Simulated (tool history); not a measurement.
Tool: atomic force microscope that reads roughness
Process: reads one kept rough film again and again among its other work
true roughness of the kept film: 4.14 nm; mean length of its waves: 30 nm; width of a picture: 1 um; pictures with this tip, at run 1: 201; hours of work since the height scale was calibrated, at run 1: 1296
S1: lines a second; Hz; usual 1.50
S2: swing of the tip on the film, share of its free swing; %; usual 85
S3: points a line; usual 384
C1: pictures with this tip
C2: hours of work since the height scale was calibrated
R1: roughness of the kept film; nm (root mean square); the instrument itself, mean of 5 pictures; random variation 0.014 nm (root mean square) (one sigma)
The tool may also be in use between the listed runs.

run,hour,S1,S2,S3,C1,C2,R1
1,0.0,1.50,85,384,201,1296,3.442
2,30.3,1.50,85,384,233,1314,3.413
3,57.0,1.50,87,384,261,1329,3.397
4,107.8,1.50,85,280,314,1358,3.413
5,146.7,1.50,57,384,355,1380,3.579
# hour 176.5: new tip fitted
6,212.3,1.50,57,384,37,1418,3.621
7,246.6,1.50,57,384,73,1437,3.613
8,291.3,1.50,69,384,120,1463,3.550
9,341.9,1.50,69,384,173,1492,3.561
10,393.1,1.09,69,384,227,1521,3.592
11,439.2,1.09,69,384,275,1548,3.561
12,501.3,1.09,69,384,340,1583,3.551
# hour 543.0: new tip fitted
13,565.8,1.09,69,384,24,1620,3.599
14,621.4,1.09,69,384,82,1652,3.599
15,670.8,1.09,69,384,134,1680,3.588
16,708.9,1.18,69,384,174,1702,3.579
17,772.5,1.50,85,561,241,1739,3.448
18,822.3,1.50,85,384,293,1767,3.435
19,861.6,1.11,85,384,334,1790,3.483
# hour 908.6: new tip fitted
20,908.9,1.11,85,384,0,1817,3.483
21,940.5,3.33,85,384,33,1835,3.238
22,985.4,1.50,66,308,80,1860,3.534
23,1015.7,1.50,66,308,112,1878,3.539
24,1042.6,2.07,75,810,140,1893,3.503
25,1076.6,2.07,75,810,176,1913,3.521
26,1113.4,2.07,64,570,214,1934,3.583
27,1159.4,1.50,66,474,262,1960,3.567
28,1186.2,0.93,71,584,291,1976,3.573
29,1236.1,0.76,61,384,343,2004,3.585
# hour 1277.4: new tip fitted
30,1283.7,2.97,73,384,6,2031,3.450
31,1336.6,2.97,73,655,62,2062,3.401
32,1383.5,2.97,73,655,111,2088,3.451
33,1442.1,2.97,73,655,172,2122,3.455
34,1473.3,3.56,85,384,205,2140,3.199
# hour 1489.7: height scale calibrated on a step standard
35,1517.0,3.56,85,384,250,16,3.205
36,1561.2,3.56,85,384,296,41,3.213
37,1605.5,0.78,85,869,342,66,3.531
38,1637.4,3.44,73,675,376,85,3.399
# hour 1649.3: new tip fitted
39,1677.8,1.65,66,649,29,108,3.592
40,1726.6,0.84,66,649,81,135,3.647
41,1772.2,1.50,85,269,128,162,3.433
42,1811.6,1.50,85,269,170,184,3.423

Forecast each of these 3 alternatives for the next run:
A,1844.2,2.51,84,484,204,203,?
B,1844.2,1.50,64,952,204,203,?
C,1844.2,0.72,58,980,204,203,?

run,R1
A,3.379
B,3.606
C,3.624
Without the tool's hidden state the same runs would have given:
run,R1
A,3.387
B,3.615
C,3.633
